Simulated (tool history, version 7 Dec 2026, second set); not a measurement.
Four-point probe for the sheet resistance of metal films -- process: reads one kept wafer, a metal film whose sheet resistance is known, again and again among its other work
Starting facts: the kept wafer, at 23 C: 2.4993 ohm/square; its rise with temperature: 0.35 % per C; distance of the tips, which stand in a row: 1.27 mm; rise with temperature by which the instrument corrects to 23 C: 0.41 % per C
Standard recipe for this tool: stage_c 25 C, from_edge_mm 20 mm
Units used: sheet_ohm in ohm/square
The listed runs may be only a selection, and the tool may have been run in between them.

| run | hour | stage_c | from_edge_mm | sheet_ohm |
|---|---|---|---|---|
| 1 | 0 | 25 | 20 | 2.502751 |
| 2 | 55.9 | 25 | 20 | 2.501374 |
| 3 | 135.2 | 25 | 20 | 2.501489 |
| 4 | 195.9 | 25 | 20 | 2.501385 |
| 5 | 246.5 | 25 | 20 | 2.501515 |
| 6 | 336.2 | 20 | 20 | 2.509647 |
| 7 | 404 | 20 | 20 | 2.509194 |
| 8 | 458.8 | 20 | 20 | 2.509733 |
| 9 | 525.6 | 25 | 35 | 2.497524 |
| 10 | 611.8 | 25 | 9 | 2.523629 |
| 11 | 660.9 | 25 | 9 | 2.522632 |
| 12 | 740.9 | 25 | 9 | 2.523367 |
| 13 | 822.5 | 25 | 9 | 2.522828 |
| 14 | 902.6 | 25 | 29 | 2.499355 |
| 15 | 983.2 | 25 | 29 | 2.498623 |
| 16 | 1028 | 25 | 29 | 2.499608 |
| 17 | 1103.1 | 25 | 29 | 2.498828 |
| 18 | 1179.3 | 25 | 4 | 2.62428 |
| 19 | 1260.6 | 25 | 4 | 2.624467 |
| 20 | 1351.5 | 25 | 9 | 2.521872 |
| 21 | 1403.9 | 25 | 9 | 2.522197 |
| 22 | 1467.7 | 25 | 9 | 2.523712 |
| 23 | 1514.9 | 25 | 9 | 2.52243 |
| 24 | 1553.8 | 27 | 17 | 2.500523 |
| 25 | 1621.1 | 25 | 20 | 2.50077 |
| 26 | 1673.6 | 25 | 20 | 2.502406 |
| 27 | 1742.8 | 25 | 14 | 2.50765 |
| 28 | 1830 | 25 | 14 | 2.506501 |
| 29 | 1919.1 | 18 | 10 | 2.52926 |
| 30 | 1955.8 | 18 | 10 | 2.528777 |
| 31 | 2013.8 | 28 | 39 | 2.493031 |
| 32 | 2094.6 | 33 | 26 | 2.48734 |
| 33 | 2155.1 | 33 | 26 | 2.48768 |
| 34 | 2193.8 | 27 | 7 | 2.535935 |
| 35 | 2266.4 | 31 | 6 | 2.545045 |
| 36 | 2306.4 | 31 | 6 | 2.545139 |
| 37 | 2354.1 | 23 | 4 | 2.627494 |
| 38 | 2441.7 | 23 | 4 | 2.627753 |
| 39 | 2506.7 | 30 | 46 | 2.48985 |

5 ways to go on from here, each from the tool as it stands after run 39. What would each give?
| A | 2593.5 | 32 | 15 | ? |
| B | 2593.5 | 33 | 20 | ? |
| C | 2593.5 | 24 | 6 | ? |
| D | 2593.5 | 28 | 5 | ? |
| E | 2593.5 | 24 | 18 | ? |

| run | sheet_ohm |
|---|---|
| A | 2.49498 |
| B | 2.490037 |
| C | 2.557345 |
| D | 2.575668 |
| E | 2.50487 |
Without the tool's unlogged condition, the same runs would have read:
| run | sheet_ohm |
|---|---|
| A | 2.494877 |
| B | 2.489934 |
| C | 2.557244 |
| D | 2.575565 |
| E | 2.50477 |

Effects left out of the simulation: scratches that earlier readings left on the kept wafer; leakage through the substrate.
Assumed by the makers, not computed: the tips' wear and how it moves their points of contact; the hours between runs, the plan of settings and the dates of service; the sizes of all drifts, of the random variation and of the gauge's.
